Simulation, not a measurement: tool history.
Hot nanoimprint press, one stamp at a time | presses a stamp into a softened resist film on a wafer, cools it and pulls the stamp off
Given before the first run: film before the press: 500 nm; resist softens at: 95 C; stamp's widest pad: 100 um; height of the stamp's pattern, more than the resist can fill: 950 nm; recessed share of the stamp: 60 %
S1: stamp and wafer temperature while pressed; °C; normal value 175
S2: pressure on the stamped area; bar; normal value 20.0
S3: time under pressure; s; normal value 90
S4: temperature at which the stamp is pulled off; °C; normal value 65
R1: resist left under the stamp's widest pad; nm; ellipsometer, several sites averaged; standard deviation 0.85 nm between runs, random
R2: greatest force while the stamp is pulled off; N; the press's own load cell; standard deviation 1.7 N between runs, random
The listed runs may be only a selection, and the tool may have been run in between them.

Run 1, day 0.000: usual settings. Result: R1 255.9 nm, R2 100 N.
Run 2, day 1.446: usual settings but S4 72 °C. Result: R1 255.4 nm, R2 82 N.
Run 3, day 2.788: usual settings but S4 72 °C. Result: R1 254.7 nm, R2 80 N.
Run 4, day 4.979: usual settings. Result: R1 255.5 nm, R2 100 N.
Run 5, day 7.246: usual settings but S3 155 s. Result: R1 212.7 nm, R2 102 N.
Run 6, day 10.329: usual settings but S2 18.5 bar, S3 155 s. Result: R1 222.4 nm, R2 102 N.
Run 7, day 13.329: usual settings but S2 18.5 bar, S3 155 s. Result: R1 221.9 nm, R2 100 N.
Run 8, day 14.721: usual settings but S4 69 °C. Result: R1 257.7 nm, R2 91 N.
At day 17.062: plate thermocouple calibrated.
Run 9, day 17.133: usual settings but S3 52 s. Result: R1 301.8 nm, R2 99 N.
Run 10, day 18.846: usual settings but S3 52 s. Result: R1 304.1 nm, R2 104 N.
At day 20.221: stamp cleaned and given a new release coat.
Run 11, day 20.583: usual settings but S3 52 s. Result: R1 304.5 nm, R2 98 N.
Run 12, day 22.212: usual settings but S3 52 s. Result: R1 301.9 nm, R2 98 N.
Run 13, day 24.125: usual settings but S3 52 s. Result: R1 304.3 nm, R2 96 N.
Run 14, day 26.621: usual settings but S3 52 s. Result: R1 304.0 nm, R2 101 N.
Run 15, day 29.233: usual settings but S3 52 s. Result: R1 307.1 nm, R2 99 N.
Run 16, day 31.867: usual settings but S1 174 °C, S3 48 s. Result: R1 322.9 nm, R2 102 N.
At day 34.425: plate thermocouple calibrated.
Run 17, day 35.008: usual settings but S4 69 °C. Result: R1 260.4 nm, R2 91 N.
Run 18, day 37.733: usual settings but S4 69 °C. Result: R1 257.7 nm, R2 87 N.
At day 38.338: press's hydraulic seals changed and the load cell set to zero.
Run 19, day 39.488: usual settings but S1 165 °C, S2 18.4 bar, S3 127 s, S4 50 °C. Result: R1 346.5 nm, R2 148 N.
Run 20, day 42.225: usual settings but S2 16.9 bar. Result: R1 281.2 nm, R2 102 N.
At day 43.142: stamp cleaned and given a new release coat.
Run 21, day 45.179: usual settings but S1 164 °C, S2 15.5 bar, S3 108 s, S4 56 °C. Result: R1 393.9 nm, R2 127 N.
Run 22, day 47.779: usual settings but S1 164 °C, S2 15.5 bar, S3 108 s, S4 56 °C. Result: R1 392.3 nm, R2 124 N.
Run 23, day 49.946: usual settings but S1 164 °C, S2 15.5 bar, S3 108 s, S4 56 °C. Result: R1 392.1 nm, R2 127 N.
At day 52.012: plate thermocouple calibrated.
Run 24, day 52.171: usual settings but S1 164 °C, S2 15.5 bar, S3 84 s, S4 58 °C. Result: R1 409.9 nm, R2 119 N.
Run 25, day 55.196: usual settings but S1 181 °C, S2 18.3 bar, S3 103 s, S4 61 °C. Result: R1 206.5 nm, R2 114 N.
Run 26, day 57.850: usual settings but S1 181 °C, S2 27.7 bar, S3 103 s, S4 68 °C. Result: R1 164.3 nm, R2 94 N.
Run 27, day 59.633: usual settings but S2 27.6 bar, S3 75 s, S4 68 °C. Result: R1 236.7 nm, R2 93 N.
Run 28, day 61.200: usual settings but S2 27.6 bar, S3 75 s, S4 68 °C. Result: R1 235.0 nm, R2 94 N.
Run 29, day 62.479: usual settings but S1 186 °C, S2 19.2 bar, S3 46 s, S4 58 °C. Result: R1 220.0 nm, R2 123 N.

How would selected steps in R1 from run to run divide? Give the signed amount a tool lacking its hidden state would still show from settings, what came in and random variation, and the signed amount left for the hidden state, including any gauge scatter that is not in both of the compared results.
What the log doesn't record here: true temperature over the reading, C; pressure that arrives at the usual setting, %; grip of the stamp's worn release coat, % over a new coat's; drift of the gauge itself on residual_nm, %; drift of the gauge itself on pull_off_n, %.
Run 20 -> 21: S1 175 -> 164, S2 16.9 -> 15.5, S3 90 -> 108, S4 65 -> 56, stamp cleaned and given a new release coat. R1 +112.7 nm: hidden state +1.8, all else +110.9.
Run 24 -> 25: S1 164 -> 181, S2 15.5 -> 18.3, S3 84 -> 103, S4 58 -> 61. R1 -203.4 nm: hidden state -2.8, all else -200.6.
